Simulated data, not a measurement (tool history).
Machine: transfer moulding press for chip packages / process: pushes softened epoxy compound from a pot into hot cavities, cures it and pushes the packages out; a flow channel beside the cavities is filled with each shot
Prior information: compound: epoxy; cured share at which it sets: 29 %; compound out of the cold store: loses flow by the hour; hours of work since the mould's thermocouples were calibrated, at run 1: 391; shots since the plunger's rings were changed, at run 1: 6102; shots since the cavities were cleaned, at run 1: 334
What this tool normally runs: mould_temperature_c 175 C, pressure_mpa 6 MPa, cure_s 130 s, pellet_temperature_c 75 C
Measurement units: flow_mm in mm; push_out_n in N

run   hour  mould_temperature_c  pressure_mpa  cure_s  pellet_temperature_c  hours of work since the mould's thermocouples were calibrated  shots since the plunger's rings were changed  shots since the cavities were cleaned  incoming compound's hours out of the cold store  flow_mm  push_out_n
  1      0                  175             6     130                    75                                                            391                                          6102                                    334                                             19.3      612         448
      17.5  -- cavities cleaned with cleaning compound and waxed
  2     19                  175             6     130                    75                                                            401                                          6243                                     12                                             15.7      616         375
  3   31.5                  175             6     130                    75                                                            407                                          6344                                    113                                             47.1      519         368
      43.7  -- plunger's sealing rings changed
  4   50.1                  175             6     130                    75                                                            416                                            51                                    242                                             28.9      639         433
  5   66.7                  175             6     130                    75                                                            425                                           185                                    376                                             14.7      674         480
      80.2  -- cavities cleaned with cleaning compound and waxed
  6   82.3                  175             6     130                    75                                                            432                                           299                                     16                                               43      589         341
      87.2  -- mould's thermocouples calibrated
  7  104.8                  175             6     130                    75                                                              9                                           465                                    182                                             24.6      650         433
  8  118.3                  175             6     130                    75                                                             17                                           574                                    291                                             39.7      611         425
  9  130.5                  174             6     130                    75                                                             23                                           672                                    389                                             32.5      617         480
     141.9  -- cavities cleaned with cleaning compound and waxed
 10  157.8                  174             6     129                    75                                                             37                                           880                                    128                                             45.3      575         435
 11  174.8                  175             6     130                    75                                                             46                                          1017                                    265                                             19.4      667         441
 12  196.1                  175             6     130                    75                                                             57                                          1189                                    437                                             31.2      614         508
     202.3  -- cavities cleaned with cleaning compound and waxed
 13  219.8                  175             6     127                    75                                                             69                                          1367                                    141                                             42.5      572         405
 14  244.3                  175             6     127                    75                                                             82                                          1565                                    339                                             34.2      614         473
     262.7  -- cavities cleaned with cleaning compound and waxed
 15  264.9                  171          6.94     132                    75                                                             92                                          1720                                     19                                             11.4      730         449
 16  285.6                  171          6.94     132                    75                                                            103                                          1886                                    185                                             13.1      720         523
 17  305.1                  172          6.59     132                    75                                                            113                                          2043                                    342                                             21.3      681         526
     321.7  -- cavities cleaned with cleaning compound and waxed
 18  330.1                  172          6.59     132                    83                                                            126                                          2233                                     68                                             30.4      648         410
 19  344.1                  179             6     112                    76                                                            133                                          2345                                    180                                              9.2      686         453
 20  357.7                  179             6     129                    76                                                            141                                          2455                                    290                                             31.4      601         379
     382.2  -- cavities cleaned with cleaning compound and waxed
 21  384.1                  179             6     129                    76                                                            154                                          2656                                     15                                             40.8      566         311
 22  394.7                  179             6     129                    76                                                            160                                          2742                                    101                                               32      594         338
 23  409.7                  179             6     129                    76                                                            168                                          2863                                    222                                             33.8      584         364
 24  422.2                  179             6     129                    76                                                            174                                          2963                                    322                                             38.1      570         396
 25  434.4                  183          6.54     141                    85                                                            181                                          3062                                    421                                             30.7      616         400
     442.8  -- cavities cleaned with cleaning compound and waxed
 26  458.3                  175          6.54     114                    70                                                            193                                          3243                                    126                                             38.2      600         501
 27  480.7                  182          7.28     130                    74                                                            204                                          3423                                    306                                             40.9      617         392

How the hidden state differs across the entries between the runs, from the last listed run before each to the first after it:
From run 1 to run 2: cavities cleaned with cleaning compound and waxed (hour 17.5)
  true mould temperature over the reading, C: 0.36 -> 0.37; pressure that reaches the compound, % of what is set: 80.6 -> 80.15; grip of the stained cavities, % over clean ones': 30.1 -> 4.2
  measured less the result without the state, flow_mm: -70 -> -73 mm; push_out_n: +98 -> +9 N
From run 3 to run 4: plunger's sealing rings changed (hour 43.7)
  pressure that reaches the compound, % of what is set: 79.82 -> 99.08; grip of the stained cavities, % over clean ones': 15.5 -> 28.2
  measured less the result without the state, flow_mm: -62 -> -4 mm; push_out_n: +46 -> +90 N
From run 5 to run 6: cavities cleaned with cleaning compound and waxed (hour 80.2)
  true mould temperature over the reading, C: 0.39 -> 0.4; pressure that reaches the compound, % of what is set: 98.66 -> 98.31; grip of the stained cavities, % over clean ones': 38.6 -> 2.3
  measured less the result without the state, flow_mm: -5 -> -6 mm; push_out_n: +127 -> +3 N
From run 6 to run 7: mould's thermocouples calibrated (hour 87.2)
  true mould temperature over the reading, C: 0.4 -> -0.13; pressure that reaches the compound, % of what is set: 98.31 -> 97.8; grip of the stained cavities, % over clean ones': 2.3 -> 19.4
  measured less the result without the state, flow_mm: -6 -> -7 mm; push_out_n: +3 -> +72 N
From run 9 to run 10: cavities cleaned with cleaning compound and waxed (hour 141.9)
  true mould temperature over the reading, C: -0.12 -> -0.11; pressure that reaches the compound, % of what is set: 97.13 -> 96.46; grip of the stained cavities, % over clean ones': 36.3 -> 18.5
  measured less the result without the state, flow_mm: -9 -> -11 mm; push_out_n: +130 -> +70 N
From run 12 to run 13: cavities cleaned with cleaning compound and waxed (hour 202.3)
  true mould temperature over the reading, C: -0.09 -> -0.07; pressure that reaches the compound, % of what is set: 95.55 -> 95.04; grip of the stained cavities, % over clean ones': 42.7 -> 17.6
  measured less the result without the state, flow_mm: -14 -> -15 mm; push_out_n: +151 -> +62 N
From run 14 to run 15: cavities cleaned with cleaning compound and waxed (hour 262.7)
  true mould temperature over the reading, C: -0.06 -> -0.05; pressure that reaches the compound, % of what is set: 94.44 -> 94; grip of the stained cavities, % over clean ones': 34.2 -> 2.7
  measured less the result without the state, flow_mm: -18 -> -23 mm; push_out_n: +122 -> +14 N
From run 17 to run 18: cavities cleaned with cleaning compound and waxed (hour 321.7)
  true mould temperature over the reading, C: -0.03 -> -0.02; pressure that reaches the compound, % of what is set: 92.95 -> 92.32; grip of the stained cavities, % over clean ones': 32.7 -> 8.1
  measured less the result without the state, flow_mm: -25 -> -27 mm; push_out_n: +130 -> +31 N
From run 20 to run 21: cavities cleaned with cleaning compound and waxed (hour 382.2)
  true mould temperature over the reading, C: 0 -> 0.01; pressure that reaches the compound, % of what is set: 91.62 -> 90.98; grip of the stained cavities, % over clean ones': 29.7 -> 2.8
  measured less the result without the state, flow_mm: -27 -> -28 mm; push_out_n: +87 -> +8 N
From run 25 to run 26: cavities cleaned with cleaning compound and waxed (hour 442.8)
  true mould temperature over the reading, C: 0.04 -> 0.05; pressure that reaches the compound, % of what is set: 89.65 -> 89.11; grip of the stained cavities, % over clean ones': 39.6 -> 16.6
  measured less the result without the state, flow_mm: -35 -> -36 mm; push_out_n: +114 -> +70 N
